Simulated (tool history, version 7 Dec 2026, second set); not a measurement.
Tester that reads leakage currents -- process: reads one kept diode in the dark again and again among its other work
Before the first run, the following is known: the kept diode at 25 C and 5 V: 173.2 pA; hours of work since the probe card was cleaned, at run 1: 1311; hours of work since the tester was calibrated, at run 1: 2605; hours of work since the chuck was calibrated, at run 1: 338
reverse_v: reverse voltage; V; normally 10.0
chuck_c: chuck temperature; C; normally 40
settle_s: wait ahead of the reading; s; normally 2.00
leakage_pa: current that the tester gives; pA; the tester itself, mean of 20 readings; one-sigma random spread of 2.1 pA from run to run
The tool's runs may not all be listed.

run    hour  reverse_v  chuck_c  settle_s  hours of work since the probe card was cleaned  hours of work since the tester was calibrated  hours of work since the chuck was calibrated  leakage_pa
  1     0.0       10.0       40      2.00                                            1311                                           2605                                           338      681.93
  2   144.4       10.0       40      2.00                                            1381                                           2674                                           408      679.90
  3   254.2       10.0       40      2.00                                            1434                                           2727                                           461      673.50
  4   384.0       10.0       40      2.00                                            1497                                           2790                                           523      673.42
  5   442.2       10.0       40      2.00                                            1525                                           2818                                           551      671.74
  6   535.6       10.0       40      2.00                                            1570                                           2863                                           597      669.83
  7   644.8        9.8       35      6.56                                            1623                                           2916                                           649      474.16
  8   786.8        9.8       35      6.56                                            1691                                           2985                                           718      470.76
  9   908.4        7.4       50      5.33                                            1750                                           3043                                           777     1066.74
 10   994.8       12.7       40      2.00                                            1792                                           3085                                           818      740.79
 11  1108.9       17.3       51      0.71                                            1847                                           3140                                           874     1730.44
 12  1227.2       10.0       40      1.22                                            1904                                           3197                                           931      654.49

Below are 5 alternative next runs, each starting from the tool's condition after run 12. Predict each:
  A  1300.5        3.4       40      2.41                                            1940                                           3233                                           966           ?
  B  1300.5        3.7       40      2.35                                            1940                                           3233                                           966           ?
  C  1300.5       15.9       40      2.00                                            1940                                           3233                                           966           ?
  D  1300.5        2.4       40      2.00                                            1940                                           3233                                           966           ?
  E  1300.5        4.6       23      1.22                                            1940                                           3233                                           966           ?

run  leakage_pa
  A      377.93
  B      392.82
  C      827.97
  D      316.11
  E      137.67
The same runs, with their run-to-run variation unchanged, on a tool lacking any hidden condition would have given:
run  leakage_pa
  A      406.50
  B      422.30
  C      878.40
  D      340.65
  E      144.58

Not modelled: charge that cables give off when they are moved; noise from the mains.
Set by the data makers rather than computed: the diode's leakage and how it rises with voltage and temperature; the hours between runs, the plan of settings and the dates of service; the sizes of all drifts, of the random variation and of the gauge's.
